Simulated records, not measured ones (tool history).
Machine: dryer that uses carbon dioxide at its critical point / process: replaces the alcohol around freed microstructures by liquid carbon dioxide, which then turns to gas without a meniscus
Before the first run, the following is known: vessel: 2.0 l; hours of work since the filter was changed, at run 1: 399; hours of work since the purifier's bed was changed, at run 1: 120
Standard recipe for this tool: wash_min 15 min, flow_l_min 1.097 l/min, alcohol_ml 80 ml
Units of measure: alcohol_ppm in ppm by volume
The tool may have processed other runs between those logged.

run	hour	wash_min	flow_l_min	alcohol_ml	hours of work since the filter was changed	hours of work since the purifier's bed was changed	alcohol_ppm
1	0	15	1.097	80	399	120	82
2	18.1	15	1.097	80	405	126	86
3	33.5	15	1.097	80	409	131	80
4	43	15	1.097	55	412	134	49
5	52.8	15	1.097	55	416	137	62
6	66.2	15	1.097	55	420	141	65
7	83.1	15	1.097	55	425	147	70
8	94.6	17	1.097	55	429	150	34
9	110.1	17	1.097	55	434	155	31
10	123.2	17	1.097	55	438	160	34
11	134.6	15	1.097	102	442	163	110
12	147.4	15	0.81	80	446	167	450
13	162.8	15	0.83	80	451	172	403
14	171.8	15	0.83	80	454	175	416
15	184.8	15	0.83	80	458	179	394
16	193.5	15	0.83	80	460	182	413
17	204.8	15	0.83	80	464	186	413
18	218.6	11	1.17	109	468	190	440
19	229.1	11	1.17	109	472	193	447
20	242.1	11	1.17	109	476	197	452
# hour 256.9: inlet filter changed
21	261.5	11	1.17	109	1	203	168
22	280.2	21	1.17	109	7	209	1
23	290.1	12	1.52	35	11	212	21
24	299.8	20	0.92	20	14	215	20
25	314.6	22	1.08	20	18	220	14
26	323.8	16	1.11	80	21	223	33
27	339.1	12	1.11	27	26	228	46
28	347.4	15	1.06	80	29	231	53
29	357.9	15	1.06	80	32	234	52
30	372.7	15	1.06	80	37	239	44
31	382.9	15	1.53	80	40	242	19
32	393.7	15	1.53	80	44	245	18
33	405.3	15	1.53	80	47	249	18
34	417.9	18	0.87	23	51	253	28

Each row is a separate what-if for the run after 34, all from the same tool condition, not one after another. Results?
A	432.2	22	0.83	88	56	258	?
B	432.2	13	0.88	115	56	258	?
C	432.2	9	0.87	91	56	258	?

run	alcohol_ppm
A	35
B	409
C	1479
With the hidden condition removed and each run's random variation left untouched, the same runs would have given:
run	alcohol_ppm
A	21
B	355
C	1357
